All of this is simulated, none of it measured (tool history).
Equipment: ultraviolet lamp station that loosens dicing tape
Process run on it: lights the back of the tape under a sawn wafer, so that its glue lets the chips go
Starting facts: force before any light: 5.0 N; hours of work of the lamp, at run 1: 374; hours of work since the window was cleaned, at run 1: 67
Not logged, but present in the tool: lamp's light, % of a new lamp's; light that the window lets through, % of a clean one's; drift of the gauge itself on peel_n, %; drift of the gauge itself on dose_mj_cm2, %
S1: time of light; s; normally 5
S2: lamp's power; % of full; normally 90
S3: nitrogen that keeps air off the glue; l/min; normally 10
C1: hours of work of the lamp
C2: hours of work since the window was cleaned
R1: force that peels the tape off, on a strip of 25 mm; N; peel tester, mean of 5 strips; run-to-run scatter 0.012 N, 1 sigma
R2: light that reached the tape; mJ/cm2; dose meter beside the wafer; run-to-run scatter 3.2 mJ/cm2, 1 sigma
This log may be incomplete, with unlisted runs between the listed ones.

run 1 hour=0.0 | S1=5 S2=90 S3=10 | C1=374 C2=67 | R1=0.552 R2=498
run 2 hour=47.5 | S1=5 S2=90 S3=10 | C1=411 C2=105 | R1=0.584 R2=499
run 3 hour=90.7 | S1=5 S2=90 S3=10 | C1=445 C2=139 | R1=0.597 R2=504
run 4 hour=131.5 | S1=5 S2=90 S3=10 | C1=477 C2=171 | R1=0.570 R2=506
run 5 hour=176.5 | S1=5 S2=90 S3=6 | C1=513 C2=207 | R1=0.792 R2=500
run 6 hour=220.4 | S1=5 S2=90 S3=6 | C1=547 C2=241 | R1=0.781 R2=504
run 7 hour=254.4 | S1=5 S2=90 S3=6 | C1=574 C2=268 | R1=0.768 R2=507
run 8 hour=308.1 | S1=5 S2=90 S3=15 | C1=616 C2=310 | R1=0.462 R2=500
run 9 hour=330.7 | S1=5 S2=90 S3=15 | C1=634 C2=328 | R1=0.450 R2=499
run 10 hour=369.0 | S1=5 S2=90 S3=15 | C1=664 C2=358 | R1=0.464 R2=501
run 11 hour=395.4 | S1=5 S2=90 S3=15 | C1=685 C2=379 | R1=0.473 R2=502
run 12 hour=436.3 | S1=5 S2=90 S3=15 | C1=717 C2=411 | R1=0.477 R2=507
-- hour=470.6 lamp changed
run 13 hour=485.3 | S1=5 S2=90 S3=15 | C1=12 C2=449 | R1=0.442 R2=499
run 14 hour=538.0 | S1=5 S2=90 S3=15 | C1=53 C2=491 | R1=0.463 R2=501
-- hour=572.2 window cleaned of glue's vapour
run 15 hour=572.2 | S1=5 S2=90 S3=15 | C1=80 C2=0 | R1=0.461 R2=505
run 16 hour=595.0 | S1=5 S2=97 S3=10 | C1=98 C2=18 | R1=0.507 R2=539
run 17 hour=629.3 | S1=5 S2=88 S3=10 | C1=125 C2=45 | R1=0.593 R2=493
run 18 hour=658.3 | S1=5 S2=90 S3=10 | C1=148 C2=68 | R1=0.603 R2=503
run 19 hour=688.8 | S1=5 S2=90 S3=10 | C1=172 C2=92 | R1=0.566 R2=506
run 20 hour=732.4 | S1=9 S2=90 S3=10 | C1=206 C2=126 | R1=0.279 R2=908
run 21 hour=774.8 | S1=9 S2=90 S3=10 | C1=239 C2=160 | R1=0.297 R2=903
run 22 hour=811.2 | S1=5 S2=88 S3=10 | C1=268 C2=188 | R1=0.604 R2=488
run 23 hour=842.0 | S1=5 S2=88 S3=10 | C1=292 C2=213 | R1=0.603 R2=491
run 24 hour=885.4 | S1=9 S2=83 S3=10 | C1=327 C2=247 | R1=0.295 R2=823
run 25 hour=909.8 | S1=3 S2=77 S3=10 | C1=346 C2=266 | R1=1.448 R2=257
run 26 hour=940.6 | S1=2 S2=90 S3=16 | C1=370 C2=290 | R1=1.582 R2=199
run 27 hour=969.7 | S1=2 S2=90 S3=16 | C1=393 C2=313 | R1=1.587 R2=202
run 28 hour=1023.7 | S1=2 S2=90 S3=16 | C1=435 C2=356 | R1=1.623 R2=200
run 29 hour=1049.8 | S1=6 S2=69 S3=10 | C1=456 C2=376 | R1=0.654 R2=461
run 30 hour=1088.6 | S1=6 S2=69 S3=10 | C1=487 C2=407 | R1=0.645 R2=463
run 31 hour=1138.3 | S1=2 S2=78 S3=15 | C1=526 C2=446 | R1=1.915 R2=174
run 32 hour=1189.7 | S1=2 S2=78 S3=15 | C1=566 C2=487 | R1=1.850 R2=176
run 33 hour=1215.8 | S1=8 S2=78 S3=15 | C1=587 C2=507 | R1=0.309 R2=691
-- hour=1228.2 window cleaned of glue's vapour
run 34 hour=1246.6 | S1=5 S2=72 S3=5 | C1=611 C2=14 | R1=1.176 R2=401
run 35 hour=1291.4 | S1=5 S2=68 S3=16 | C1=646 C2=50 | R1=0.691 R2=384
run 36 hour=1318.0 | S1=5 S2=68 S3=4 | C1=667 C2=71 | R1=1.468 R2=376
run 37 hour=1361.8 | S1=4 S2=87 S3=4 | C1=702 C2=105 | R1=1.349 R2=386
-- hour=1415.4 lamp changed
run 38 hour=1415.4 | S1=3 S2=65 S3=10 | C1=0 C2=147 | R1=1.774 R2=220
run 39 hour=1468.7 | S1=10 S2=72 S3=9 | C1=42 C2=189 | R1=0.317 R2=797
run 40 hour=1521.7 | S1=10 S2=72 S3=9 | C1=84 C2=231 | R1=0.314 R2=811
run 41 hour=1574.7 | S1=10 S2=61 S3=12 | C1=126 C2=272 | R1=0.351 R2=681
run 42 hour=1597.9 | S1=5 S2=100 S3=10 | C1=144 C2=291 | R1=0.490 R2=562
run 43 hour=1622.1 | S1=5 S2=90 S3=12 | C1=163 C2=310 | R1=0.499 R2=500
run 44 hour=1646.8 | S1=5 S2=99 S3=9 | C1=182 C2=329 | R1=0.521 R2=552

Hidden condition of the tool, last listed run before each entry between runs versus first listed run after:
Between runs 12 and 13: lamp changed (hour 470.6)
  lamp's light, % of a new lamp's: 99.6 -> 100
Between runs 14 and 15: window cleaned of glue's vapour (hour 572.2)
  light that the window lets through, % of a clean one's: 99.9 -> 100
Between runs 33 and 34: window cleaned of glue's vapour (hour 1228.2)
  light that the window lets through, % of a clean one's: 99.9 -> 100
Between runs 37 and 38: lamp changed (hour 1415.4)
  lamp's light, % of a new lamp's: 99.6 -> 100

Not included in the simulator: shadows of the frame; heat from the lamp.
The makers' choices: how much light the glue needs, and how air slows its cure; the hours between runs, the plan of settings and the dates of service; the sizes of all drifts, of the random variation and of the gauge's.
